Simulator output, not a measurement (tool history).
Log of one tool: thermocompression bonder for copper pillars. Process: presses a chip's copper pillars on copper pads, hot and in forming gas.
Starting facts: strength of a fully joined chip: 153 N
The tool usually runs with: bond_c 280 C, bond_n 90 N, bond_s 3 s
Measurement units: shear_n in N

run 1 day=0.000 | bond_c=280 bond_n=90 bond_s=3 | shear_n=83.1
run 2 day=1.238 | bond_c=280 bond_n=90 bond_s=3 | shear_n=82.8
run 3 day=3.104 | bond_c=274 bond_n=90 bond_s=3 | shear_n=78.2
run 4 day=4.679 | bond_c=274 bond_n=90 bond_s=3 | shear_n=78.9
run 5 day=6.467 | bond_c=274 bond_n=90 bond_s=3 | shear_n=78.5
run 6 day=8.488 | bond_c=280 bond_n=90 bond_s=7 | shear_n=105.1
run 7 day=10.604 | bond_c=280 bond_n=90 bond_s=2 | shear_n=71.4
run 8 day=12.592 | bond_c=280 bond_n=90 bond_s=2 | shear_n=71.1
run 9 day=13.967 | bond_c=280 bond_n=90 bond_s=3 | shear_n=81.8
run 10 day=16.458 | bond_c=280 bond_n=90 bond_s=3 | shear_n=81.5
run 11 day=18.167 | bond_c=280 bond_n=90 bond_s=3 | shear_n=81.0
run 12 day=19.429 | bond_c=280 bond_n=90 bond_s=3 | shear_n=80.9
run 13 day=20.879 | bond_c=280 bond_n=132 bond_s=3 | shear_n=105.4
run 14 day=22.725 | bond_c=280 bond_n=132 bond_s=3 | shear_n=104.9
run 15 day=24.317 | bond_c=259 bond_n=90 bond_s=3 | shear_n=66.7
run 16 day=25.862 | bond_c=259 bond_n=90 bond_s=3 | shear_n=66.2
-- day=27.546 forming gas filter changed
run 17 day=27.650 | bond_c=280 bond_n=119 bond_s=3 | shear_n=106.2
run 18 day=29.488 | bond_c=280 bond_n=119 bond_s=3 | shear_n=106.3
run 19 day=30.562 | bond_c=280 bond_n=119 bond_s=3 | shear_n=105.6
run 20 day=33.154 | bond_c=280 bond_n=71 bond_s=3 | shear_n=71.1
run 21 day=34.304 | bond_c=297 bond_n=83 bond_s=4 | shear_n=100.4
run 22 day=36.342 | bond_c=280 bond_n=105 bond_s=3 | shear_n=96.2
run 23 day=38.812 | bond_c=280 bond_n=105 bond_s=3 | shear_n=96.9
run 24 day=40.808 | bond_c=280 bond_n=105 bond_s=3 | shear_n=96.4
run 25 day=42.717 | bond_c=280 bond_n=105 bond_s=3 | shear_n=96.1
run 26 day=44.283 | bond_c=280 bond_n=90 bond_s=9 | shear_n=114.5
run 27 day=46.662 | bond_c=301 bond_n=127 bond_s=3 | shear_n=121.1
run 28 day=48.704 | bond_c=301 bond_n=127 bond_s=3 | shear_n=120.7
run 29 day=50.621 | bond_c=305 bond_n=81 bond_s=5 | shear_n=107.4
run 30 day=51.858 | bond_c=305 bond_n=81 bond_s=5 | shear_n=107.1
run 31 day=53.771 | bond_c=308 bond_n=70 bond_s=9 | shear_n=113.9
run 32 day=56.042 | bond_c=280 bond_n=73 bond_s=3 | shear_n=70.9
run 33 day=58.079 | bond_c=279 bond_n=75 bond_s=3 | shear_n=72.2

Forecast run 34:
run 34 day=59.842 | bond_c=279 bond_n=75 bond_s=3 | shear_n=?

{"run 34": {"shear_n": 71.2}}
Were there no unlogged condition in the tool, this run, its random variation unchanged, would have produced shear_n 67.8 N.
